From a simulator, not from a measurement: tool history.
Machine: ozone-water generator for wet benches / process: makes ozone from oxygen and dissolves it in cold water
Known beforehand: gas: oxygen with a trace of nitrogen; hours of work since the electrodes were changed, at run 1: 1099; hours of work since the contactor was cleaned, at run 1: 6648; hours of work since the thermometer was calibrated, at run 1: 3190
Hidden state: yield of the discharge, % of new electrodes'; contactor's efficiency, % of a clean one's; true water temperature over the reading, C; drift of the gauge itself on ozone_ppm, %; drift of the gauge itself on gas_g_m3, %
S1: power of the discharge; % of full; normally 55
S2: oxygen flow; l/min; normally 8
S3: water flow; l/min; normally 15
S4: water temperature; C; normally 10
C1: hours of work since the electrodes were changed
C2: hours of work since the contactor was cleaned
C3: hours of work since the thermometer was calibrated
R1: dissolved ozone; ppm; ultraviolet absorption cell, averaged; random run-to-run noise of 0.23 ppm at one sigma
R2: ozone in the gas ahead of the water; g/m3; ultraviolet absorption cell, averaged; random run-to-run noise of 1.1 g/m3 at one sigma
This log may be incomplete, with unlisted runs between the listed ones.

run	day	S1	S2	S3	S4	C1	C2	C3	R1	R2
1	0	55	8	15	10	1099	6648	3190	31.5	183.9
2	1.671	55	8	15	10	1125	6674	3216	31.3	182
3	2.796	55	8	15	10	1142	6692	3233	31.2	183
4	4.217	48	8	15	10	1164	6714	3255	28.9	172.1
5	5.633	48	8	15	10	1186	6735	3277	29	169.3
6	6.638	55	8	15	10	1202	6751	3293	31.2	182.6
7	7.529	55	8	15	10	1215	6765	3307	31.1	181.5
8	8.388	55	8	15	10	1229	6778	3320	31.5	182.1
9	9.317	55	8	15	10	1243	6792	3334	31.2	183.2
10	10.771	55	8	15	10	1265	6815	3357	31.3	184.3
11	11.829	55	8	15	10	1282	6831	3373	31	182.8
12	13.062	55	8	15	10	1301	6850	3392	31	182.9
13	14.742	55	8	15	10	1327	6876	3418	31.1	182.7
14	16.275	55	8	15	10	1350	6900	3442	31.3	183.6
15	17.925	55	8	15	10	1376	6925	3467	31.3	181.2
16	18.988	55	13.8	15	10	1392	6942	3483	27.8	132.6
17	19.979	77	8	11	10	1408	6957	3499	44	220.4
18	21.733	77	8	11	10	1435	6984	3526	44.8	220
19	23.329	77	8	11	10	1459	7009	3551	44.4	222.6
20	24.896	80	8.33	15	5	1484	7033	3575	41.8	218.1
# day 25.2: contactor cleaned
21	26.142	80	8.33	15	5	1500	15	3591	40.6	220.2
22	27.583	80	8.33	15	5	1523	37	3614	40.9	219.5
# day 28.338: contactor cleaned, once more
23	29.175	55	6.71	17	10	1545	13	3636	31	203
24	30.079	40	6.58	15	10	1558	27	3650	28.3	171.2
25	31.146	40	6.58	15	10	1575	43	3666	27.8	169.1
26	32.729	40	6.58	15	10	1599	68	3690	28.1	169.7
27	34.192	40	6.58	15	10	1622	90	3713	28.2	171.5
28	35.738	40	6.58	15	10	1646	114	3737	28.2	169.7
29	37.167	40	6.58	15	10	1668	136	3759	28.2	171.1

Results for each run, recomputed without the tool's hidden state and with each run's random variation untouched:
run	R1	R2
1	34.1	187.7
2	34	185.8
3	33.8	187
4	31.4	175.6
5	31.5	172.8
6	33.9	186.8
7	33.8	185.7
8	34.2	186.4
9	33.9	187.6
10	34.1	188.8
11	33.7	187.3
12	33.8	187.5
13	33.9	187.4
14	34.2	188.3
15	34.2	186
16	30.4	136.2
17	48.2	227.8
18	49	227.5
19	48.7	230.3
20	46.1	226
21	45.5	228.2
22	45.9	227.6
23	32.2	209.1
24	29.1	175.3
25	28.7	173.2
26	29	173.9
27	29.1	175.8
28	29.1	174
29	29.1	175.5
